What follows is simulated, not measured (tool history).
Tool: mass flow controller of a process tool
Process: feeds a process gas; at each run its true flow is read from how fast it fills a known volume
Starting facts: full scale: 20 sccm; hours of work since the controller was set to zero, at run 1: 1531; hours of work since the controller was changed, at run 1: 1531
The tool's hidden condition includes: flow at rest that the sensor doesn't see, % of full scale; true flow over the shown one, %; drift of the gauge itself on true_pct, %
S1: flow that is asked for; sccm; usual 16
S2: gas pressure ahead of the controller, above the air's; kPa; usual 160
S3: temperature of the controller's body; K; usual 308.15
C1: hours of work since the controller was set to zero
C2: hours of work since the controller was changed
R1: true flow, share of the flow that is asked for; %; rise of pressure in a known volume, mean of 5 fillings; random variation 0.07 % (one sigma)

run,hour,S1,S2,S3,C1,C2,R1
1,0.0,16,160,308.15,1531,1531,98.94
2,251.2,16,160,308.15,1671,1671,98.94
3,579.8,16,160,308.15,1854,1854,99.05
4,792.3,16,160,308.15,1972,1972,99.01
5,1024.9,16,160,308.15,2101,2101,99.04
6,1259.6,16,160,308.15,2232,2232,98.96
7,1452.2,16,273,308.15,2339,2339,99.31
8,1628.6,16,160,308.15,2438,2438,98.98
9,1877.6,16,160,310.15,2576,2576,98.88
10,2063.2,10,271,293.15,2680,2680,99.12
11,2231.7,5,213,302.15,2773,2773,98.14
12,2563.1,13,172,296.15,2958,2958,99.13

Estimate the outcome of run 13 from the log above:
13,2829.4,13,172,296.15,3106,3106,?

Run 13 gave R1 99.18 %.
Without the tool's hidden state the same run would have given R1 99.19 %.
